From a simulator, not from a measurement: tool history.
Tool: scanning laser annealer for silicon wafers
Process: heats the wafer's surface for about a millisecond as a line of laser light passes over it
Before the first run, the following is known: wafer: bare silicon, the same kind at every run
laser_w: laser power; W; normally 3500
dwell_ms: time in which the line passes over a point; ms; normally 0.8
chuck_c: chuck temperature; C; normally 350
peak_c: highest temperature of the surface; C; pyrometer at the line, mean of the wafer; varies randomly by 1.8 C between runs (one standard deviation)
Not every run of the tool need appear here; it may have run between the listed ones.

run	hour	laser_w	dwell_ms	chuck_c	peak_c
1	0	3500	0.8	350	1076
2	14.5	3500	0.8	350	1074
3	26.2	3500	0.8	350	1074
4	39.1	3500	0.8	350	1076
5	46.3	3051	0.8	350	961
6	56.7	3051	0.8	350	964
7	73.4	3051	0.8	350	960
8	88.3	3500	0.8	350	1076
9	97	3500	0.8	350	1071
10	113.4	3500	0.8	350	1072
11	123	3500	0.8	350	1070
12	131.8	3500	0.8	350	1067
13	142.1	3500	0.8	350	1072
14	158	3500	0.8	350	1070
15	166.4	3500	0.8	350	1069
16	174.2	3500	0.8	350	1070
17	188.1	3500	0.8	358	1079
18	197.6	3500	0.8	350	1068
# hour 200.7: window over the wafer cleaned
19	208.9	3500	0.8	350	1049
20	223	3500	0.8	350	1049
21	238.3	3500	0.8	350	1051
# hour 241.2: window over the wafer cleaned, once more
22	255.3	3713	0.963	335	1222
23	263.9	3154	0.562	312	850
24	279.5	3263	0.608	312	898
25	286.8	3263	0.608	343	930
26	301.1	3306	0.881	341	1072
27	312.4	3306	0.973	359	1136
28	324.6	3306	0.973	359	1136
29	337.4	3186	0.807	350	1019
30	347.5	3186	0.807	350	1019
31	359.6	3500	0.909	360	1163
32	370.1	3111	0.732	360	973
33	385.9	3111	0.732	360	972
34	396.2	3111	0.732	360	972
35	409.4	3719	0.636	340	1042
36	421.9	3719	0.636	340	1045
37	435.7	3739	0.899	340	1197
38	447.3	3488	0.899	377	1166
39	460.9	3488	0.899	377	1165
40	471.1	3126	0.698	376	975

Forecast each of these 4 alternatives for the next run:
A	487.7	3500	0.8	358	?
B	487.7	3799	0.698	325	?
C	487.7	3068	0.698	376	?
D	487.7	3141	0.674	377	?

run	peak_c
A	1097
B	1082
C	962
D	963
Without the tool's unlogged condition, the same runs would have read:
run	peak_c
A	1116
B	1101
C	977
D	978
